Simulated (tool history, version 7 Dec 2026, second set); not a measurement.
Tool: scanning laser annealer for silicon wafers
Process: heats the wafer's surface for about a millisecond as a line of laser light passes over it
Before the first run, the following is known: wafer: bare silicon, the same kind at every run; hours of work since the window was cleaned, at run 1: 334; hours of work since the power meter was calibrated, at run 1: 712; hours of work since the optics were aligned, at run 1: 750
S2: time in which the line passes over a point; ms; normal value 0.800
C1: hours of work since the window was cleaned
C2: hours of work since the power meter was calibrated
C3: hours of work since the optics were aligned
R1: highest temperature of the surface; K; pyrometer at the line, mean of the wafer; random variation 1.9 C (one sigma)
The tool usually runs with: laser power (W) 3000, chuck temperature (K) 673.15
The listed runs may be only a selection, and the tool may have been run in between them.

run 1 hour=0.0 | laser_power_(W)=3000 S2=0.800 chuck_temperature_(K)=673.15 | C1=334 C2=712 C3=750 | R1=1504.15
-- hour=16.1 optics aligned, line set to its width
run 2 hour=19.5 | laser_power_(W)=3000 S2=0.800 chuck_temperature_(K)=673.15 | C1=346 C2=724 C3=3 | R1=1502.15
run 3 hour=39.7 | laser_power_(W)=3000 S2=0.631 chuck_temperature_(K)=673.15 | C1=362 C2=740 C3=19 | R1=1418.15
run 4 hour=62.5 | laser_power_(W)=3000 S2=0.631 chuck_temperature_(K)=673.15 | C1=380 C2=758 C3=37 | R1=1412.15
run 5 hour=94.5 | laser_power_(W)=3000 S2=0.631 chuck_temperature_(K)=673.15 | C1=406 C2=784 C3=63 | R1=1414.15
run 6 hour=126.7 | laser_power_(W)=3000 S2=0.800 chuck_temperature_(K)=673.15 | C1=432 C2=810 C3=88 | R1=1502.15
run 7 hour=153.5 | laser_power_(W)=3000 S2=0.800 chuck_temperature_(K)=673.15 | C1=453 C2=831 C3=110 | R1=1502.15
run 8 hour=177.5 | laser_power_(W)=3000 S2=0.800 chuck_temperature_(K)=673.15 | C1=472 C2=850 C3=129 | R1=1504.15
run 9 hour=196.8 | laser_power_(W)=3000 S2=0.800 chuck_temperature_(K)=673.15 | C1=488 C2=866 C3=144 | R1=1501.15
-- hour=217.4 window over the wafer cleaned
run 10 hour=218.0 | laser_power_(W)=3000 S2=0.800 chuck_temperature_(K)=673.15 | C1=0 C2=881 C3=160 | R1=1502.15
run 11 hour=245.6 | laser_power_(W)=3000 S2=0.800 chuck_temperature_(K)=673.15 | C1=23 C2=903 C3=182 | R1=1502.15
run 12 hour=278.0 | laser_power_(W)=3000 S2=0.800 chuck_temperature_(K)=673.15 | C1=48 C2=929 C3=208 | R1=1502.15
run 13 hour=296.8 | laser_power_(W)=3000 S2=0.800 chuck_temperature_(K)=673.15 | C1=63 C2=944 C3=223 | R1=1505.15
run 14 hour=324.0 | laser_power_(W)=3000 S2=0.800 chuck_temperature_(K)=702.15 | C1=85 C2=966 C3=244 | R1=1529.15
run 15 hour=349.8 | laser_power_(W)=3000 S2=0.800 chuck_temperature_(K)=673.15 | C1=106 C2=986 C3=265 | R1=1502.15
run 16 hour=372.4 | laser_power_(W)=3000 S2=0.800 chuck_temperature_(K)=673.15 | C1=124 C2=1004 C3=283 | R1=1505.15
run 17 hour=396.2 | laser_power_(W)=3000 S2=0.800 chuck_temperature_(K)=673.15 | C1=143 C2=1023 C3=302 | R1=1505.15
run 18 hour=414.0 | laser_power_(W)=3000 S2=0.800 chuck_temperature_(K)=671.15 | C1=157 C2=1038 C3=316 | R1=1505.15
run 19 hour=443.3 | laser_power_(W)=3000 S2=0.800 chuck_temperature_(K)=671.15 | C1=180 C2=1061 C3=340 | R1=1499.15
run 20 hour=472.4 | laser_power_(W)=3000 S2=0.800 chuck_temperature_(K)=671.15 | C1=204 C2=1084 C3=363 | R1=1502.15
run 21 hour=490.3 | laser_power_(W)=2623 S2=0.616 chuck_temperature_(K)=705.15 | C1=218 C2=1099 C3=377 | R1=1334.15
run 22 hour=519.6 | laser_power_(W)=2863 S2=0.931 chuck_temperature_(K)=697.15 | C1=241 C2=1122 C3=401 | R1=1538.15
run 23 hour=538.4 | laser_power_(W)=3229 S2=0.873 chuck_temperature_(K)=656.15 | C1=256 C2=1137 C3=416 | R1=1597.15
run 24 hour=554.2 | laser_power_(W)=2718 S2=0.649 chuck_temperature_(K)=646.15 | C1=269 C2=1150 C3=428 | R1=1322.15
run 25 hour=573.5 | laser_power_(W)=2718 S2=0.649 chuck_temperature_(K)=646.15 | C1=285 C2=1165 C3=444 | R1=1313.15
run 26 hour=600.4 | laser_power_(W)=3000 S2=0.944 chuck_temperature_(K)=678.15 | C1=306 C2=1186 C3=465 | R1=1576.15
run 27 hour=628.2 | laser_power_(W)=3212 S2=0.944 chuck_temperature_(K)=678.15 | C1=328 C2=1209 C3=487 | R1=1649.15
run 28 hour=655.4 | laser_power_(W)=3106 S2=0.944 chuck_temperature_(K)=678.15 | C1=350 C2=1230 C3=509 | R1=1616.15
run 29 hour=677.6 | laser_power_(W)=3106 S2=0.944 chuck_temperature_(K)=678.15 | C1=368 C2=1248 C3=527 | R1=1612.15
run 30 hour=703.6 | laser_power_(W)=3295 S2=0.864 chuck_temperature_(K)=657.15 | C1=388 C2=1269 C3=548 | R1=1622.15
run 31 hour=736.7 | laser_power_(W)=2862 S2=0.706 chuck_temperature_(K)=651.15 | C1=415 C2=1295 C3=574 | R1=1389.15
run 32 hour=751.4 | laser_power_(W)=2686 S2=0.800 chuck_temperature_(K)=673.15 | C1=427 C2=1307 C3=586 | R1=1397.15
run 33 hour=771.6 | laser_power_(W)=2802 S2=0.662 chuck_temperature_(K)=684.15 | C1=443 C2=1323 C3=602 | R1=1381.15
run 34 hour=796.3 | laser_power_(W)=3000 S2=0.800 chuck_temperature_(K)=649.15 | C1=463 C2=1343 C3=622 | R1=1480.15
run 35 hour=821.8 | laser_power_(W)=3042 S2=0.784 chuck_temperature_(K)=659.15 | C1=483 C2=1363 C3=642 | R1=1492.15
run 36 hour=843.1 | laser_power_(W)=2946 S2=0.784 chuck_temperature_(K)=659.15 | C1=500 C2=1380 C3=659 | R1=1465.15
-- hour=848.8 window over the wafer cleaned
run 37 hour=859.5 | laser_power_(W)=2946 S2=0.784 chuck_temperature_(K)=659.15 | C1=9 C2=1392 C3=671 | R1=1461.15
run 38 hour=890.8 | laser_power_(W)=3000 S2=0.800 chuck_temperature_(K)=693.15 | C1=34 C2=1417 C3=696 | R1=1522.15
run 39 hour=910.0 | laser_power_(W)=3066 S2=0.800 chuck_temperature_(K)=687.15 | C1=49 C2=1432 C3=711 | R1=1538.15
run 40 hour=942.0 | laser_power_(W)=3066 S2=0.800 chuck_temperature_(K)=687.15 | C1=74 C2=1458 C3=736 | R1=1539.15

Describe how what the log doesn't record of the tool's condition differs between the last listed run preceding each entry between runs and the first listed run following it.
From run 1 to run 2: optics aligned, line set to its width (hour 16.1)
  width of the line over the set one, %: 0.04 -> 0
From run 9 to run 10: window over the wafer cleaned (hour 217.4)
  light that passes the window, % of a clean one's: 99.9 -> 100
From run 36 to run 37: window over the wafer cleaned (hour 848.8)
  light that passes the window, % of a clean one's: 99.9 -> 100; laser's true power over the reading, %: 0 -> 0.01
